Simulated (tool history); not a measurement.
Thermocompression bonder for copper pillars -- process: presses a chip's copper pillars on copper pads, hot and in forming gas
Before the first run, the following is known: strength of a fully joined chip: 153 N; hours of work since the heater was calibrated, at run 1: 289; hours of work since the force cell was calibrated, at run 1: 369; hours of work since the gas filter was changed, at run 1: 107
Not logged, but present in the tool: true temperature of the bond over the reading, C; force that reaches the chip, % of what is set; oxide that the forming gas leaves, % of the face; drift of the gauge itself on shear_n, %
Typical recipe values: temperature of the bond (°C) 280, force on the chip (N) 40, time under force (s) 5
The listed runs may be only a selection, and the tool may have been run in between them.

run,hour,temperature of the bond (°C),force on the chip (N),time under force (s),hours of work since the heater was calibrated,hours of work since the force cell was calibrated,hours of work since the gas filter was changed,force that shears a chip off (N)
1,0.0,280,40,5,289,369,107,102.2
2,12.7,280,40,5,296,376,113,102.6
3,27.5,280,40,3,304,383,121,88.8
4,39.7,280,40,3,310,390,127,88.2
5,53.8,251,40,5,317,397,135,67.7
6,68.7,280,40,5,325,405,143,102.9
7,84.7,280,40,5,334,413,151,101.6
8,98.8,280,40,5,341,421,159,100.7
9,109.7,280,40,5,347,427,164,103.7
10,119.9,308,40,5,352,432,170,128.2
11,135.0,280,43,5,360,440,178,105.8
12,150.7,270,40,5,368,448,186,90.2
13,164.9,270,40,5,376,456,193,90.2
14,173.6,280,40,5,381,460,198,102.4
15,189.2,280,40,5,389,468,206,101.3
# hour 198.8: forming gas filter changed
16,202.6,280,40,5,395,475,2,101.8
17,210.2,280,40,5,399,479,6,103.2
18,218.9,292,48,3,404,484,11,110.3
19,228.0,280,50,12,409,488,15,132.9
20,239.8,272,50,12,415,495,22,125.7
21,250.7,272,47,9,421,500,27,116.7
22,259.9,252,40,9,426,505,32,84.1
23,276.0,252,36,9,434,514,41,79.5
24,290.0,272,40,5,441,521,48,93.0
25,301.2,277,40,6,447,527,54,102.9
26,312.8,295,51,3,453,533,60,115.8

Run 27, settings as shown, results not yet in. Your forecast:
27,328.4,280,38,5,462,541,68,?

force that shears a chip off (N): 98.4
Had the tool carried no hidden state, the very same run would have given force that shears a chip off (N) 100.1.
